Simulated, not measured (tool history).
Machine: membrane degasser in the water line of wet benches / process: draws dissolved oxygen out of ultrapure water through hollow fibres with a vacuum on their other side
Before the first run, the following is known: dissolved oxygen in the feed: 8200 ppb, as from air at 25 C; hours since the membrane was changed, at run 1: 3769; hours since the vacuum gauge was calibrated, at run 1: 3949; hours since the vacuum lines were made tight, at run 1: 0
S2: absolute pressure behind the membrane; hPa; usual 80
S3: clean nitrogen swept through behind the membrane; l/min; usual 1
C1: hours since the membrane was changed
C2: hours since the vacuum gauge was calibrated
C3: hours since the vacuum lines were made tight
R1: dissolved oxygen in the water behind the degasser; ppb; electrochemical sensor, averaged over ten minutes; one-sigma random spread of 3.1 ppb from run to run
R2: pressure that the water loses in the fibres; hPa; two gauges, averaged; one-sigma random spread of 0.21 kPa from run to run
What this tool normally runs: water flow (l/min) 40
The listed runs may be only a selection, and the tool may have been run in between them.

{"run": 1, "hour": 0.0, "water flow (l/min)": 40, "S2": 80, "S3": 1, "C1": 3769, "C2": 3949, "C3": 0, "R1": 389.9, "R2": 518.6}
{"run": 2, "hour": 152.6, "water flow (l/min)": 40, "S2": 80, "S3": 1, "C1": 3922, "C2": 4102, "C3": 153, "R1": 395.6, "R2": 516.3}
{"run": 3, "hour": 231.4, "water flow (l/min)": 40, "S2": 80, "S3": 1, "C1": 4001, "C2": 4180, "C3": 231, "R1": 399, "R2": 518.1}
{"run": 4, "hour": 327.0, "water flow (l/min)": 40, "S2": 80, "S3": 1, "C1": 4096, "C2": 4276, "C3": 327, "R1": 396.4, "R2": 519.5}
{"run": 5, "hour": 398.1, "water flow (l/min)": 40, "S2": 80, "S3": 1, "C1": 4167, "C2": 4347, "C3": 398, "R1": 395.5, "R2": 519.1}
{"run": 6, "hour": 516.0, "water flow (l/min)": 40, "S2": 80, "S3": 1, "C1": 4285, "C2": 4465, "C3": 516, "R1": 396.9, "R2": 523.9}
{"run": 7, "hour": 639.9, "water flow (l/min)": 36, "S2": 80, "S3": 1, "C1": 4409, "C2": 4589, "C3": 640, "R1": 368.5, "R2": 469.1}
{"run": 8, "hour": 716.5, "water flow (l/min)": 40, "S2": 80.1, "S3": 1, "C1": 4486, "C2": 4666, "C3": 716, "R1": 398.4, "R2": 516.1}
{"run": 9, "hour": 841.1, "water flow (l/min)": 61, "S2": 80.1, "S3": 1, "C1": 4610, "C2": 4790, "C3": 841, "R1": 581.1, "R2": 793.9}
{"run": 10, "hour": 955.4, "water flow (l/min)": 40, "S2": 146.6, "S3": 1, "C1": 4725, "C2": 4904, "C3": 955, "R1": 875.4, "R2": 524.1}
{"run": 11, "hour": 1031.9, "water flow (l/min)": 40, "S2": 80, "S3": 1, "C1": 4801, "C2": 4981, "C3": 1032, "R1": 396.1, "R2": 524.1}
{"run": 12, "hour": 1180.1, "water flow (l/min)": 40, "S2": 148.3, "S3": 1, "C1": 4949, "C2": 5129, "C3": 1180, "R1": 884.9, "R2": 523.3}
{"run": 13, "hour": 1327.3, "water flow (l/min)": 40, "S2": 148.3, "S3": 1, "C1": 5096, "C2": 5276, "C3": 1327, "R1": 891.2, "R2": 521.4}
{"run": 14, "hour": 1463.0, "water flow (l/min)": 63, "S2": 148.3, "S3": 1, "C1": 5232, "C2": 5412, "C3": 1463, "R1": 1236.9, "R2": 826.2}
{"run": 15, "hour": 1626.2, "water flow (l/min)": 40, "S2": 80, "S3": 1, "C1": 5395, "C2": 5575, "C3": 1626, "R1": 398, "R2": 523.5}
{"run": 16, "hour": 1772.6, "water flow (l/min)": 35, "S2": 80, "S3": 1, "C1": 5542, "C2": 5722, "C3": 1773, "R1": 358.2, "R2": 458.7}
{"run": 17, "hour": 1858.7, "water flow (l/min)": 35, "S2": 80, "S3": 1, "C1": 5628, "C2": 5808, "C3": 1859, "R1": 357.4, "R2": 462.9}
{"run": 18, "hour": 1999.9, "water flow (l/min)": 35, "S2": 80, "S3": 1, "C1": 5769, "C2": 5949, "C3": 2000, "R1": 360.1, "R2": 459.3}
{"run": 19, "hour": 2091.3, "water flow (l/min)": 43, "S2": 62.8, "S3": 1.48, "C1": 5860, "C2": 6040, "C3": 2091, "R1": 217.8, "R2": 564.3}
{"run": 20, "hour": 2191.3, "water flow (l/min)": 43, "S2": 62.8, "S3": 1.48, "C1": 5960, "C2": 6140, "C3": 2191, "R1": 216.1, "R2": 567.5}
{"run": 21, "hour": 2296.6, "water flow (l/min)": 50, "S2": 75, "S3": 1.9, "C1": 6066, "C2": 6246, "C3": 2297, "R1": 281.1, "R2": 659.9}
{"run": 22, "hour": 2440.5, "water flow (l/min)": 50, "S2": 110.4, "S3": 2.57, "C1": 6210, "C2": 6390, "C3": 2440, "R1": 368.8, "R2": 657.3}
{"run": 23, "hour": 2521.0, "water flow (l/min)": 29, "S2": 129.1, "S3": 1.05, "C1": 6290, "C2": 6470, "C3": 2521, "R1": 552.7, "R2": 383.6}
{"run": 24, "hour": 2632.6, "water flow (l/min)": 48, "S2": 129.1, "S3": 0.44, "C1": 6402, "C2": 6582, "C3": 2633, "R1": 1443.3, "R2": 633.3}
{"run": 25, "hour": 2787.0, "water flow (l/min)": 35, "S2": 87.3, "S3": 0.44, "C1": 6556, "C2": 6736, "C3": 2787, "R1": 733.2, "R2": 458.5}
{"run": 26, "hour": 2935.9, "water flow (l/min)": 35, "S2": 87.3, "S3": 0.44, "C1": 6705, "C2": 6885, "C3": 2936, "R1": 735.8, "R2": 464}
{"run": 27, "hour": 3008.8, "water flow (l/min)": 26, "S2": 117.3, "S3": 1, "C1": 6778, "C2": 6958, "C3": 3009, "R1": 481.5, "R2": 342.4}
{"run": 28, "hour": 3084.4, "water flow (l/min)": 57, "S2": 62.7, "S3": 0.62, "C1": 6854, "C2": 7033, "C3": 3084, "R1": 528.9, "R2": 757.9}
{"run": 29, "hour": 3166.7, "water flow (l/min)": 49, "S2": 62.7, "S3": 0.62, "C1": 6936, "C2": 7116, "C3": 3167, "R1": 454.8, "R2": 646.8}

Here are 4 independent what-if runs from the current tool condition. What would each one return?
{"run": "A", "hour": 3274.8, "water flow (l/min)": 40, "S2": 200, "S3": 1, "C1": 7044, "C2": 7224, "C3": 3275, "R1": "?", "R2": "?"}
{"run": "B", "hour": 3274.8, "water flow (l/min)": 49, "S2": 62.7, "S3": 0.85, "C1": 7044, "C2": 7224, "C3": 3275, "R1": "?", "R2": "?"}
{"run": "C", "hour": 3274.8, "water flow (l/min)": 49, "S2": 62.7, "S3": 0.46, "C1": 7044, "C2": 7224, "C3": 3275, "R1": "?", "R2": "?"}
{"run": "D", "hour": 3274.8, "water flow (l/min)": 40, "S2": 55.7, "S3": 0.49, "C1": 7044, "C2": 7224, "C3": 3275, "R1": "?", "R2": "?"}

run=A R1=1206 R2=531.5
run=B R1=373.3 R2=649.4
run=C R1=544.3 R2=653.1
run=D R1=369 R2=530.4
Had the tool no hidden state, the same runs would have come out as:
run=A R1=1177.5 R2=511.7
run=B R1=329.3 R2=625.1
run=C R1=484.1 R2=628.6
run=D R1=317 R2=510.5
